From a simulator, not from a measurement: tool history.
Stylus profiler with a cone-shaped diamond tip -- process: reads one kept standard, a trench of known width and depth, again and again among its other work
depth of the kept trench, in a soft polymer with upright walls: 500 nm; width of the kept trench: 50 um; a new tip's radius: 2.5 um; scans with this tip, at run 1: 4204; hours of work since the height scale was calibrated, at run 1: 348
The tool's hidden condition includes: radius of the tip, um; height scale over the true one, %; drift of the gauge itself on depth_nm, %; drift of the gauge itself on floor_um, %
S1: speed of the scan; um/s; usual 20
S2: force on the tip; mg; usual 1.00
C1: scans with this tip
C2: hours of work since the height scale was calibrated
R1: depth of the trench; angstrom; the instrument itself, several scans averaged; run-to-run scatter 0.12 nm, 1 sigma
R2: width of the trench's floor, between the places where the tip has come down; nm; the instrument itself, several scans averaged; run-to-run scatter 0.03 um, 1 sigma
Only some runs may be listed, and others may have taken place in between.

run	hour	S1	S2	C1	C2	R1	R2
1	0.0	20	1.00	4204	348	5019.2	46100
2	24.8	20	1.00	4336	358	5020.4	46040
3	52.1	20	1.00	4480	370	5019.7	46000
4	82.9	20	1.00	4643	384	5021.8	46020
5	123.1	20	1.00	4856	401	5019.4	45950
6	150.4	20	1.00	5000	413	5020.8	45990
7	185.8	20	1.00	5188	429	5021.8	45970
8	213.9	20	1.00	5336	441	5022.8	45930
9	248.4	20	1.00	5519	456	5024.1	45900
10	281.6	20	1.00	5695	471	5023.3	45830
11	303.0	20	1.00	5808	480	5023.4	45880
12	337.6	20	1.00	5991	495	5021.2	45860
13	360.7	20	1.00	6113	505	5023.1	45860
14	393.5	20	1.00	6287	520	5025.6	45820
15	431.8	20	1.00	6489	536	5022.6	45770
16	477.7	20	1.00	6732	556	5026.1	45760
17	511.6	20	1.55	6912	571	5031.1	45690
18	558.3	20	1.55	7159	592	5030.7	45620
19	586.2	20	1.55	7306	604	5031.1	45690
20	614.6	19	1.00	7457	616	5025.7	45610
21	638.5	19	1.00	7583	627	5026.3	45620
22	664.7	14	1.56	7722	638	5032.7	45690
23	709.3	29	1.73	7958	658	5035.6	45530
24	745.7	29	1.73	8151	674	5034.3	45530
25	782.0	29	0.54	8342	690	5018.2	45380
26	824.7	22	2.82	8569	708	5046.6	45520
27	869.3	7	0.56	8804	728	5021.1	45520
28	915.9	16	1.80	9051	748	5035.4	45470
29	957.4	14	0.37	9271	766	5016.2	45400
30	1000.5	14	0.37	9499	785	5017.2	45340
31	1028.8	6	1.49	9649	798	5032.1	45410
32	1076.0	6	1.49	9898	818	5034.1	45450
33	1110.4	40	0.73	10080	833	5024.8	45060
34	1152.8	29	1.41	10305	852	5031.4	45200
35	1193.6	29	1.41	10520	870	5033.3	45190
36	1212.9	29	1.41	10623	878	5035.0	45130
37	1244.0	29	1.41	10787	892	5033.5	45140

Alternative continuations, all from the tool just after run 37; predict every row:
A	1273.9	20	1.82	10945	905	?	?
B	1273.9	41	1.01	10945	905	?	?
C	1273.9	16	1.41	10945	905	?	?
D	1273.9	17	0.67	10945	905	?	?

run	R1	R2
A	5039.4	45240
B	5028.5	45000
C	5033.3	45160
D	5025.9	45130
Stripped of hidden state, with their random variation kept, the same runs would have yielded:
run	R1	R2
A	5028.7	46950
B	5017.8	46710
C	5022.6	46870
D	5015.2	46850
